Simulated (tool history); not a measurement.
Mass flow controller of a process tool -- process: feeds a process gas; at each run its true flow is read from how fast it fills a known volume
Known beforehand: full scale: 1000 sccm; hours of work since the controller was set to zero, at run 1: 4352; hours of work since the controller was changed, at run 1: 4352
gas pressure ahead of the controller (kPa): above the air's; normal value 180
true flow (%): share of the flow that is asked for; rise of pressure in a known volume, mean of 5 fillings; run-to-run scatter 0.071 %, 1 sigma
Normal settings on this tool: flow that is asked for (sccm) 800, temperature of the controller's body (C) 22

| run | hour | flow that is asked for (sccm) | gas pressure ahead of the controller (kPa) | temperature of the controller's body (C) | hours of work since the controller was set to zero | hours of work since the controller was changed | true flow (%) |
|---|---|---|---|---|---|---|---|
| 1 | 0 | 800 | 180 | 22 | 4352 | 4352 | 99.37 |
| 2 | 103.2 | 800 | 180 | 27 | 4401 | 4401 | 98.79 |
| 3 | 234.4 | 800 | 180 | 26 | 4463 | 4463 | 98.94 |
| 4 | 428.2 | 800 | 180 | 26 | 4554 | 4554 | 98.83 |
| 5 | 665.3 | 444 | 180 | 22 | 4666 | 4666 | 97.98 |
| 6 | 847.2 | 235 | 180 | 22 | 4752 | 4752 | 96.17 |
| 7 | 994.7 | 800 | 180 | 22 | 4822 | 4822 | 99.27 |
| 8 | 1156.8 | 800 | 180 | 22 | 4898 | 4898 | 99.29 |
| 9 | 1377.7 | 196 | 180 | 22 | 5003 | 5003 | 95.25 |
| 10 | 1591.4 | 196 | 180 | 22 | 5103 | 5103 | 95.09 |
| 11 | 1810 | 196 | 180 | 22 | 5207 | 5207 | 95.13 |
| 12 | 1980.3 | 196 | 180 | 22 | 5287 | 5287 | 95.16 |
| 13 | 2088.4 | 196 | 180 | 22 | 5338 | 5338 | 94.95 |
| 14 | 2290.5 | 245 | 149 | 22 | 5433 | 5433 | 95.75 |
| 15 | 2508.9 | 448 | 162 | 21 | 5537 | 5537 | 97.73 |
| 16 | 2746 | 166 | 181 | 33 | 5649 | 5649 | 92.73 |
| 17 | 2955.7 | 800 | 180 | 33 | 5748 | 5748 | 98.08 |
| 18 | 3089.1 | 137 | 144 | 21 | 5810 | 5810 | 92.5 |
| 19 | 3212 | 161 | 177 | 36 | 5868 | 5868 | 92.12 |
| 20 | 3450.9 | 800 | 180 | 34 | 5981 | 5981 | 98.07 |
| 21 | 3641.4 | 800 | 152 | 38 | 6071 | 6071 | 97.34 |
| 22 | 3768.3 | 482 | 164 | 38 | 6131 | 6131 | 95.94 |
| 23 | 3894.8 | 854 | 164 | 34 | 6191 | 6191 | 98 |
| 24 | 4076.3 | 854 | 151 | 24 | 6277 | 6277 | 98.94 |
| 25 | 4239.6 | 800 | 180 | 32 | 6354 | 6354 | 98.07 |
| 26 | 4382.1 | 800 | 180 | 32 | 6421 | 6421 | 98.14 |

How would selected steps in true flow (%) from run to run divide? Give the signed amount a tool lacking its hidden state would still show from settings, what came in and random variation, and the signed amount left for the hidden state, including any gauge scatter that is not in both of the compared results.
Hidden conditions of the tool in this case: flow at rest that the sensor doesn't see, % of full scale; true flow over the shown one, %; drift of the gauge itself on true_pct, %.
Run 17 -> 18: flow that is asked for (sccm) 800 -> 137, gas pressure ahead of the controller (kPa) 180 -> 144, temperature of the controller's body (C) 33 -> 21. true flow (%) -5.58: hidden state -5.29, all else -0.29.
Run 19 -> 20: flow that is asked for (sccm) 161 -> 800, gas pressure ahead of the controller (kPa) 177 -> 180, temperature of the controller's body (C) 36 -> 34. true flow (%) +5.95: hidden state +4.37, all else +1.58.

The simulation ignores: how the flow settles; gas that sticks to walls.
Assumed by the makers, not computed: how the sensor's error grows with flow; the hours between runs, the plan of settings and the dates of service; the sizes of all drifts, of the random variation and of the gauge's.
